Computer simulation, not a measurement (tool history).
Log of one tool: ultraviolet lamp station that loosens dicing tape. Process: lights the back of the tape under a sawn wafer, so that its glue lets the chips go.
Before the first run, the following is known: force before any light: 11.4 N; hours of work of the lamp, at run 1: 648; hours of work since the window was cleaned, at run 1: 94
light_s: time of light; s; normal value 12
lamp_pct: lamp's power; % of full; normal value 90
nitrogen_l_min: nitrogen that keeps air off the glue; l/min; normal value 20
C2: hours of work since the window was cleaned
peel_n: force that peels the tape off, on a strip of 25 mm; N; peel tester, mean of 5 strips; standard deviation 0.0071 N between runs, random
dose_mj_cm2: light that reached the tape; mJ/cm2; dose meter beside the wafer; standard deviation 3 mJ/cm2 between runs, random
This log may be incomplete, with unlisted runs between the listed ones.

Run 1, day 0.000: usual settings; hours of work of the lamp 648; C2 94. Result: peel_n 0.326 N, dose_mj_cm2 380 mJ/cm2.
Run 2, day 0.946: usual settings but nitrogen_l_min 9 l/min; hours of work of the lamp 664; C2 109. Result: peel_n 0.479 N, dose_mj_cm2 373 mJ/cm2.
Run 3, day 2.388: usual settings but nitrogen_l_min 9 l/min; hours of work of the lamp 687; C2 133. Result: peel_n 0.522 N, dose_mj_cm2 368 mJ/cm2.
Run 4, day 3.167: usual settings but lamp_pct 81 % of full; hours of work of the lamp 700; C2 145. Result: peel_n 0.434 N, dose_mj_cm2 335 mJ/cm2.
Run 5, day 4.238: usual settings but lamp_pct 84 % of full; hours of work of the lamp 717; C2 163. Result: peel_n 0.412 N, dose_mj_cm2 342 mJ/cm2.
Run 6, day 5.121: usual settings but lamp_pct 84 % of full; hours of work of the lamp 732; C2 177. Result: peel_n 0.412 N, dose_mj_cm2 344 mJ/cm2.
Run 7, day 6.521: usual settings but light_s 11 s, lamp_pct 64 % of full, nitrogen_l_min 15 l/min; hours of work of the lamp 755; C2 200. Result: peel_n 1.070 N, dose_mj_cm2 243 mJ/cm2.
Run 8, day 7.221: usual settings but light_s 11 s, lamp_pct 64 % of full, nitrogen_l_min 15 l/min; hours of work of the lamp 766; C2 211. Result: peel_n 1.072 N, dose_mj_cm2 237 mJ/cm2.
Run 9, day 8.658: usual settings but light_s 9 s, lamp_pct 64 % of full, nitrogen_l_min 15 l/min; hours of work of the lamp 789; C2 235. Result: peel_n 1.645 N, dose_mj_cm2 192 mJ/cm2.
Run 10, day 10.142: usual settings but light_s 9 s, lamp_pct 64 % of full, nitrogen_l_min 15 l/min; hours of work of the lamp 814; C2 259. Result: peel_n 1.707 N, dose_mj_cm2 191 mJ/cm2.
Run 11, day 11.262: usual settings but light_s 9 s, lamp_pct 64 % of full, nitrogen_l_min 7 l/min; hours of work of the lamp 832; C2 277. Result: peel_n 2.196 N, dose_mj_cm2 192 mJ/cm2.

For some of the steps in peel_n from one run to the next: how much would appear even if the tool had no hidden state, given the settings, what came in and random variation, and how much remains for the hidden state plus any gauge scatter that the measured result and the result without hidden state don't share?
Hidden state present: lamp's light, % of a new lamp's; light that the window lets through, % of a clean one's; drift of the gauge itself on peel_n, %; drift of the gauge itself on dose_mj_cm2, %.
Run 6 -> 7: light_s 12 -> 11, lamp_pct 84 -> 64, nitrogen_l_min 20 -> 15. peel_n +0.658 N: hidden state +0.219, all else +0.439.
